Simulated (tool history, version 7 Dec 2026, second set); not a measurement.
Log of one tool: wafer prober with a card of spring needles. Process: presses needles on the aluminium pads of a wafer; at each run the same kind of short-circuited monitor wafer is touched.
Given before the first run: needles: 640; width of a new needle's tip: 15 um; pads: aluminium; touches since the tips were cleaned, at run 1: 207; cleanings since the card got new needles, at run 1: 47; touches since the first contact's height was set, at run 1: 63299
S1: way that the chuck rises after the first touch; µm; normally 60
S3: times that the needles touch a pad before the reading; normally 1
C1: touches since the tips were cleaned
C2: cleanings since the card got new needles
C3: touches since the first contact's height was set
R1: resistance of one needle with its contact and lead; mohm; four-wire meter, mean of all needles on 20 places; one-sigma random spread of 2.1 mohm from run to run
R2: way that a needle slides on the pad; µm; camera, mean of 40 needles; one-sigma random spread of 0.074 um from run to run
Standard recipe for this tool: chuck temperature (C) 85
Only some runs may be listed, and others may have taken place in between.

{"run": 1, "hour": 0.0, "S1": 60, "chuck temperature (C)": 85, "S3": 1, "C1": 207, "C2": 47, "C3": 63299, "R1": 237, "R2": 11.77}
{"hour": 5.0, "done": "tips cleaned on abrasive film"}
{"run": 2, "hour": 7.3, "S1": 57, "chuck temperature (C)": 85, "S3": 1, "C1": 1180, "C2": 48, "C3": 66946, "R1": 231, "R2": 11.24}
{"hour": 10.0, "done": "tips cleaned on abrasive film"}
{"hour": 16.0, "done": "tips cleaned on abrasive film"}
{"run": 3, "hour": 17.9, "S1": 57, "chuck temperature (C)": 85, "S3": 1, "C1": 945, "C2": 50, "C3": 72199, "R1": 242, "R2": 11.23}
{"hour": 21.1, "done": "tips cleaned on abrasive film"}
{"run": 4, "hour": 23.5, "S1": 50, "chuck temperature (C)": 85, "S3": 1, "C1": 1226, "C2": 51, "C3": 75017, "R1": 241, "R2": 9.83}
{"hour": 25.6, "done": "height of the first contact set anew"}
{"hour": 26.6, "done": "tips cleaned on abrasive film"}
{"hour": 31.8, "done": "tips cleaned on abrasive film"}
{"run": 5, "hour": 34.0, "S1": 60, "chuck temperature (C)": 85, "S3": 1, "C1": 1135, "C2": 53, "C3": 4171, "R1": 234, "R2": 11.79}
{"hour": 37.1, "done": "tips cleaned on abrasive film"}
{"hour": 42.1, "done": "tips cleaned on abrasive film"}
{"run": 6, "hour": 46.6, "S1": 60, "chuck temperature (C)": 54, "S3": 1, "C1": 2299, "C2": 55, "C3": 10457, "R1": 231, "R2": 11.79}
{"hour": 47.3, "done": "tips cleaned on abrasive film"}
{"hour": 53.0, "done": "tips cleaned on abrasive film"}
{"run": 7, "hour": 53.0, "S1": 60, "chuck temperature (C)": 54, "S3": 1, "C1": 0, "C2": 57, "C3": 13564, "R1": 227, "R2": 11.82}
{"hour": 58.4, "done": "tips cleaned on abrasive film"}
{"run": 8, "hour": 60.5, "S1": 60, "chuck temperature (C)": 85, "S3": 2, "C1": 1038, "C2": 58, "C3": 17319, "R1": 233, "R2": 11.71}
{"hour": 63.8, "done": "tips cleaned on abrasive film"}
{"run": 9, "hour": 66.9, "S1": 76, "chuck temperature (C)": 85, "S3": 1, "C1": 1584, "C2": 59, "C3": 20524, "R1": 228, "R2": 15.11}
{"hour": 68.9, "done": "tips cleaned on abrasive film"}
{"run": 10, "hour": 73.2, "S1": 76, "chuck temperature (C)": 85, "S3": 1, "C1": 2176, "C2": 60, "C3": 23676, "R1": 229, "R2": 15.04}
{"hour": 74.3, "done": "tips cleaned on abrasive film"}
{"hour": 79.5, "done": "tips cleaned on abrasive film"}
{"run": 11, "hour": 79.9, "S1": 76, "chuck temperature (C)": 85, "S3": 1, "C1": 192, "C2": 62, "C3": 26965, "R1": 236, "R2": 14.93}
{"hour": 84.9, "done": "tips cleaned on abrasive film"}
{"run": 12, "hour": 86.4, "S1": 60, "chuck temperature (C)": 85, "S3": 1, "C1": 800, "C2": 63, "C3": 30211, "R1": 237, "R2": 11.8}
{"hour": 89.9, "done": "tips cleaned on abrasive film"}
{"run": 13, "hour": 92.9, "S1": 51, "chuck temperature (C)": 36, "S3": 1, "C1": 1499, "C2": 64, "C3": 33429, "R1": 228, "R2": 10.03}
{"hour": 95.4, "done": "tips cleaned on abrasive film"}
{"hour": 101.1, "done": "tips cleaned on abrasive film"}
{"run": 14, "hour": 104.5, "S1": 51, "chuck temperature (C)": 36, "S3": 3, "C1": 1726, "C2": 66, "C3": 39217, "R1": 227, "R2": 10.05}
{"hour": 106.5, "done": "tips cleaned on abrasive film"}
{"hour": 111.4, "done": "tips cleaned on abrasive film"}
{"run": 15, "hour": 114.6, "S1": 51, "chuck temperature (C)": 36, "S3": 3, "C1": 1603, "C2": 68, "C3": 44219, "R1": 227, "R2": 10.02}
{"hour": 116.6, "done": "tips cleaned on abrasive film"}
{"run": 16, "hour": 121.2, "S1": 48, "chuck temperature (C)": 80, "S3": 1, "C1": 2324, "C2": 69, "C3": 47479, "R1": 241, "R2": 9.54}
{"hour": 121.8, "done": "tips cleaned on abrasive film"}
{"hour": 127.8, "done": "tips cleaned on abrasive film"}
{"run": 17, "hour": 130.8, "S1": 48, "chuck temperature (C)": 80, "S3": 1, "C1": 1512, "C2": 71, "C3": 52250, "R1": 241, "R2": 9.48}
{"hour": 133.5, "done": "tips cleaned on abrasive film"}
{"run": 18, "hour": 137.1, "S1": 48, "chuck temperature (C)": 80, "S3": 1, "C1": 1824, "C2": 72, "C3": 55395, "R1": 246, "R2": 9.57}
{"hour": 139.0, "done": "tips cleaned on abrasive film"}
{"hour": 144.0, "done": "tips cleaned on abrasive film"}
{"run": 19, "hour": 146.3, "S1": 48, "chuck temperature (C)": 80, "S3": 1, "C1": 1172, "C2": 74, "C3": 59963, "R1": 236, "R2": 9.51}
{"hour": 149.5, "done": "tips cleaned on abrasive film"}
{"hour": 154.6, "done": "tips cleaned on abrasive film"}
{"run": 20, "hour": 156.9, "S1": 79, "chuck temperature (C)": 55, "S3": 1, "C1": 1142, "C2": 76, "C3": 65219, "R1": 222, "R2": 15.48}
{"hour": 160.5, "done": "tips cleaned on abrasive film"}
{"hour": 165.6, "done": "tips cleaned on abrasive film"}
{"run": 21, "hour": 166.9, "S1": 77, "chuck temperature (C)": 48, "S3": 2, "C1": 670, "C2": 78, "C3": 70172, "R1": 223, "R2": 15.26}
{"hour": 170.8, "done": "tips cleaned on abrasive film"}
{"run": 22, "hour": 173.3, "S1": 49, "chuck temperature (C)": 43, "S3": 2, "C1": 1230, "C2": 79, "C3": 73356, "R1": 230, "R2": 9.62}
{"hour": 176.1, "done": "tips cleaned on abrasive film"}
{"hour": 178.7, "done": "height of the first contact set anew"}
{"run": 23, "hour": 178.9, "S1": 49, "chuck temperature (C)": 43, "S3": 3, "C1": 1298, "C2": 80, "C3": 116, "R1": 230, "R2": 9.74}
{"hour": 181.5, "done": "tips cleaned on abrasive film"}
{"hour": 186.7, "done": "tips cleaned on abrasive film"}
{"run": 24, "hour": 186.9, "S1": 46, "chuck temperature (C)": 32, "S3": 2, "C1": 80, "C2": 82, "C3": 4050, "R1": 229, "R2": 9.11}

Forecast each of these 5 alternatives for the next run:
{"hour": 192.4, "done": "tips cleaned on abrasive film"}
{"run": "A", "hour": 196.5, "S1": 60, "chuck temperature (C)": 27, "S3": 1, "C1": 2081, "C2": 83, "C3": 8864, "R1": "?", "R2": "?"}
{"hour": 192.4, "done": "tips cleaned on abrasive film"}
{"run": "B", "hour": 196.5, "S1": 51, "chuck temperature (C)": 32, "S3": 2, "C1": 2081, "C2": 83, "C3": 8864, "R1": "?", "R2": "?"}
{"hour": 192.4, "done": "tips cleaned on abrasive film"}
{"run": "C", "hour": 196.5, "S1": 46, "chuck temperature (C)": 32, "S3": 3, "C1": 2081, "C2": 83, "C3": 8864, "R1": "?", "R2": "?"}
{"hour": 192.4, "done": "tips cleaned on abrasive film"}
{"run": "D", "hour": 196.5, "S1": 46, "chuck temperature (C)": 32, "S3": 1, "C1": 2081, "C2": 83, "C3": 8864, "R1": "?", "R2": "?"}
{"hour": 192.4, "done": "tips cleaned on abrasive film"}
{"run": "E", "hour": 196.5, "S1": 61, "chuck temperature (C)": 85, "S3": 2, "C1": 2081, "C2": 83, "C3": 8864, "R1": "?", "R2": "?"}

run=A R1=217 R2=11.93
run=B R1=227 R2=10.14
run=C R1=227 R2=8.99
run=D R1=227 R2=9.06
run=E R1=233 R2=12.09
What these runs would have given with no unlogged condition in the tool:
run=A R1=216 R2=11.93
run=B R1=226 R2=10.14
run=C R1=227 R2=8.99
run=D R1=225 R2=9.06
run=E R1=233 R2=12.1
